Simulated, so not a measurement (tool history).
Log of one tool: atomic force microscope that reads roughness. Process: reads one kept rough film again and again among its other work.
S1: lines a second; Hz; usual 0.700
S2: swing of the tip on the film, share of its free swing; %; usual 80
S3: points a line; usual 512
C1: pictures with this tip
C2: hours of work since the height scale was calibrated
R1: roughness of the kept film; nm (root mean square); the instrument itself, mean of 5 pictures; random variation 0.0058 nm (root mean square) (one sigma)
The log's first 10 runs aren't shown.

run,day,S1,S2,S3,C1,C2,R1
11,5.171,1.788,80,512,154,484,0.940
12,5.575,1.788,80,512,166,490,0.941
13,6.196,1.788,56,512,185,498,1.012
14,6.867,1.788,56,512,204,508,1.009
15,7.308,1.788,56,512,217,514,1.005
16,8.025,1.788,56,512,239,525,1.005
17,8.758,0.700,80,512,261,535,0.989
# day 8.838: height scale calibrated on a step standard
18,9.338,0.700,59,788,276,7,1.017
19,10.004,2.493,85,510,296,17,0.858
20,10.367,0.690,80,547,307,22,0.973
21,10.817,1.552,71,639,320,28,0.961
22,11.175,3.058,75,308,331,34,0.884
# day 11.575: new tip fitted
# day 11.721: height scale calibrated on a step standard, once more
23,11.796,3.058,80,308,5,1,0.901
24,12.283,3.058,80,308,20,8,0.906
25,12.662,0.700,56,261,31,14,1.053
26,13.188,1.321,80,512,47,21,0.987
27,13.900,1.317,80,512,68,31,0.981
28,14.500,0.923,66,420,86,40,1.025
29,14.858,0.923,66,420,96,45,1.024
30,15.225,0.923,56,1007,107,50,1.030
31,15.546,0.524,56,401,117,55,1.031
32,16.254,0.700,58,716,138,65,1.027
33,16.838,0.700,80,354,155,74,1.009
34,17.408,0.700,80,354,172,82,0.999

Forecast each of these 4 alternatives for the next run:
A,17.788,0.700,89,384,183,87,?
B,17.788,0.578,80,512,183,87,?
C,17.788,3.554,89,290,183,87,?
D,17.788,0.700,80,678,183,87,?

run,R1
A,0.970
B,0.996
C,0.772
D,0.995
Without the tool's hidden state the same runs would have given:
run,R1
A,1.010
B,1.038
C,0.804
D,1.036

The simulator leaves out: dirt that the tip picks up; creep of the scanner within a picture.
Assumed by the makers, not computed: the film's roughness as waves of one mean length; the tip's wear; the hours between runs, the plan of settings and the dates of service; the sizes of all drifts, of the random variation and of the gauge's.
